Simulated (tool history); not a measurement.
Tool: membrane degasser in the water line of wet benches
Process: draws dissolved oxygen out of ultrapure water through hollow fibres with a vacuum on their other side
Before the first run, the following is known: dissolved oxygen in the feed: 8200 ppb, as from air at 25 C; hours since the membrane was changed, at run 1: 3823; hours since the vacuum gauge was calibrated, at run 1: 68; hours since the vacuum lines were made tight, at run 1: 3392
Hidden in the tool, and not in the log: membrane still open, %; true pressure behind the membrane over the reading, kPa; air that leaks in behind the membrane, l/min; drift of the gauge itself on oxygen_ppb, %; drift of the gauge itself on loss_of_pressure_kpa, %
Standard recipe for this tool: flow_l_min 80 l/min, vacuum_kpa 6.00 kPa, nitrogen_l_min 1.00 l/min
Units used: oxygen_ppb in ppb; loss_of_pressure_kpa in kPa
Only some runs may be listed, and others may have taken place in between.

run    hour  flow_l_min  vacuum_kpa  nitrogen_l_min  hours since the membrane was changed  hours since the vacuum gauge was calibrated  hours since the vacuum lines were made tight  oxygen_ppb  loss_of_pressure_kpa
  1     0.0          80        6.00            1.00                                  3823                                           68                                          3392       478.8                 42.37
  2   133.9          80        6.00            1.00                                  3957                                          202                                          3526       476.4                 42.91
  3   288.9          80        6.00            1.00                                  4112                                          357                                          3681       485.2                 42.96
  4   355.9          80        6.00            1.00                                  4179                                          424                                          3748       487.2                 42.62
  5   483.0          80        6.00            1.00                                  4306                                          551                                          3875       487.7                 43.18
  6   554.7          80        6.00            1.00                                  4378                                          622                                          3947       464.5                 43.27
  7   693.1         121        6.00            1.00                                  4516                                          761                                          4085       702.2                 65.38
  8   810.4         121        6.00            1.00                                  4634                                          878                                          4203       704.6                 64.70
  9   904.0         121        6.00            1.00                                  4727                                          972                                          4296       710.9                 65.39
 10  1006.0          80        6.00            1.00                                  4829                                         1074                                          4398       483.2                 43.16
 11  1092.9          80        6.00            1.00                                  4916                                         1161                                          4485       491.0                 43.40
 12  1164.4          80        6.00            1.00                                  4988                                         1232                                          4556       482.4                 43.18
 13  1277.6          63        6.00            1.00                                  5101                                         1345                                          4670       384.3                 33.81
 14  1374.1          80        6.00            1.00                                  5197                                         1442                                          4766       479.1                 42.77
 15  1454.2          80        6.00            1.00                                  5277                                         1522                                          4846       483.5                 43.15
 16  1569.7          80        6.00            1.00                                  5393                                         1637                                          4962       491.4                 43.35
 17  1691.4          90       12.97            0.77                                  5515                                         1759                                          5084      1580.3                 48.12
 18  1857.3          80       13.59            0.45                                  5681                                         1925                                          5249      1961.0                 43.50
 19  1984.6          80       13.59            0.45                                  5808                                         2052                                          5377      1981.8                 43.06
 20  2121.7         122       13.59            0.76                                  5945                                         2189                                          5514      1995.2                 65.78
 21  2237.5         122       13.59            0.76                                  6061                                         2305                                          5630      2006.9                 66.11
 22  2329.2         122       13.59            0.76                                  6153                                         2397                                          5721      2005.3                 66.11
 23  2416.1         124        5.04            0.45                                  6239                                         2484                                          5808       738.6                 67.45
 24  2548.4          80        8.02            0.72                                  6372                                         2616                                          5941       865.9                 43.32
 25  2668.3          54       14.48            2.70                                  6492                                         2736                                          6060       538.4                 29.33
 26  2802.2          80        7.21            2.40                                  6625                                         2870                                          6194       405.6                 43.15
 27  2901.0         119       12.93            1.61                                  6724                                         2969                                          6293      1320.8                 64.89
 28  3051.4         119        6.37            1.55                                  6875                                         3119                                          6444       662.4                 64.30
     3069.1  -- vacuum gauge calibrated
 29  3120.0          89       14.69            1.09                                  6943                                           51                                          6512      1482.0                 48.52
 30  3192.9          89       14.69            1.09                                  7016                                          124                                          6584      1514.1                 48.42
 31  3297.1          89       14.69            1.09                                  7120                                          228                                          6689      1488.5                 48.41

Below, some changes in oxygen_ppb between adjacent runs. For each, the amount present without the hidden state too (settings, incoming material, random variation) and the amount remaining for the hidden state with gauge scatter not shared by both compared results:
Run 16 -> 17: flow_l_min 80 -> 90, vacuum_kpa 6.00 -> 12.97, nitrogen_l_min 1.00 -> 0.77. oxygen_ppb +1088.9 ppb: hidden state -3.9, all else +1092.8.
Run 22 -> 23: flow_l_min 122 -> 124, vacuum_kpa 13.59 -> 5.04, nitrogen_l_min 0.76 -> 0.45. oxygen_ppb -1266.7 ppb: hidden state +15.8, all else -1282.5.
Run 23 -> 24: flow_l_min 124 -> 80, vacuum_kpa 5.04 -> 8.02, nitrogen_l_min 0.45 -> 0.72. oxygen_ppb +127.3 ppb: hidden state -14.5, all else +141.8.
Run 26 -> 27: flow_l_min 80 -> 119, vacuum_kpa 7.21 -> 12.93, nitrogen_l_min 2.40 -> 1.61. oxygen_ppb +915.2 ppb: hidden state +6.4, all else +908.8.
Run 28 -> 29: flow_l_min 119 -> 89, vacuum_kpa 6.37 -> 14.69, nitrogen_l_min 1.55 -> 1.09, vacuum gauge calibrated. oxygen_ppb +819.6 ppb: hidden state -23.4, all else +843.0.

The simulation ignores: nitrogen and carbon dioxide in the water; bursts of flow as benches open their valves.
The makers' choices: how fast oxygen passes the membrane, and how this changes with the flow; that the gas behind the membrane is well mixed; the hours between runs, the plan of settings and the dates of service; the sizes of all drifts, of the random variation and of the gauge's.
